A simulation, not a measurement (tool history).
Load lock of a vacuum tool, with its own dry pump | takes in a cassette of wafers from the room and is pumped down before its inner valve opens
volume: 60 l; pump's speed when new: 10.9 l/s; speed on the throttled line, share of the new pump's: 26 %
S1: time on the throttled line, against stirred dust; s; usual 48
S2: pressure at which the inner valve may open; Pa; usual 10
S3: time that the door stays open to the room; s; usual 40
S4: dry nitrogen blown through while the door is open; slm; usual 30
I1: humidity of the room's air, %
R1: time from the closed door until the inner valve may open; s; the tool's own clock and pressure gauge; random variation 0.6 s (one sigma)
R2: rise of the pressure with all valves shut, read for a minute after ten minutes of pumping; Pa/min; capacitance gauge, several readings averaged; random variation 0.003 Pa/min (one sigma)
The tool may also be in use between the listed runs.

run    hour  S1  S2   S3  S4    I1     R1     R2
  1       0  48  10   40  30  43.7   87.9  0.039
  2   320.4  48  10   40  37  44.2   89.3  0.033
  3   504.2  26  10   40  30  42.6   72.2  0.036
  4   843.4  35  10   40  30  44.2   78.7   0.04
  5  1205.5  35  10   40  30  46.3   79.7   0.04
  6  1607.5  41  10   40  30  46.4   84.2  0.046
  7  1774.6  38  10   40  30  47.5   80.9   0.05
  8  2068.2  48  13   40  30  45.5   87.6  0.047
  9    2326  48  13   40  30  46.4   89.4  0.048
 10  2721.7  48  13   40  30  43.1   88.9   0.05
 11  3007.3  48  13   40  30  47.3   88.4  0.053
 12  3251.2  48  14   40  30  43.8   89.4  0.049
 13  3458.5  48  14   40  30  43.9   88.7  0.048
 14  3677.9  48  10  169  30  47.9   90.5  0.106
 15  3962.2  48  10  187  30  46.9     91   0.12
 16  4172.2  44  10   51   6  44.3   89.4  0.077
 17    4421  44  10   51   6  44.2   89.9  0.083
 18  4820.5  25  19   33  15    43   72.3  0.066
 19  5228.7  95   8   54   6  45.3  128.4  0.093
 20  5626.2  48  14   40  23    46   90.8  0.079
 21  5984.8  48   8   40  23  45.4   93.7   0.08
 22  6297.8  48   8   40  23  43.1   95.5  0.084
 23  6652.3  48  10  108  30  44.9     93  0.112
 24  6973.2  48  10  108  30  48.9   94.1  0.113
 25  7170.1  48  10  108  30  45.8   94.7  0.115
 26  7373.6  45  16   95   7  46.1   89.8  0.136
 27  7752.1  26  10   40  31  46.1   80.5  0.089

3 ways to go on from here, each from the tool as it stands after run 27. What would each give?
  A  7931.9  26  12  40  17  46.6   ?   ?
  B  7931.9  69  10  73  31  46.6   ?   ?
  C  7931.9  26  10  46  13    46   ?   ?

run     R1     R2
  A   79.8  0.094
  B  111.3  0.104
  C   81.7  0.108
Without the tool's hidden state the same runs would have given:
run     R1     R2
  A   69.1  0.032
  B  102.9  0.043
  C   70.7  0.044

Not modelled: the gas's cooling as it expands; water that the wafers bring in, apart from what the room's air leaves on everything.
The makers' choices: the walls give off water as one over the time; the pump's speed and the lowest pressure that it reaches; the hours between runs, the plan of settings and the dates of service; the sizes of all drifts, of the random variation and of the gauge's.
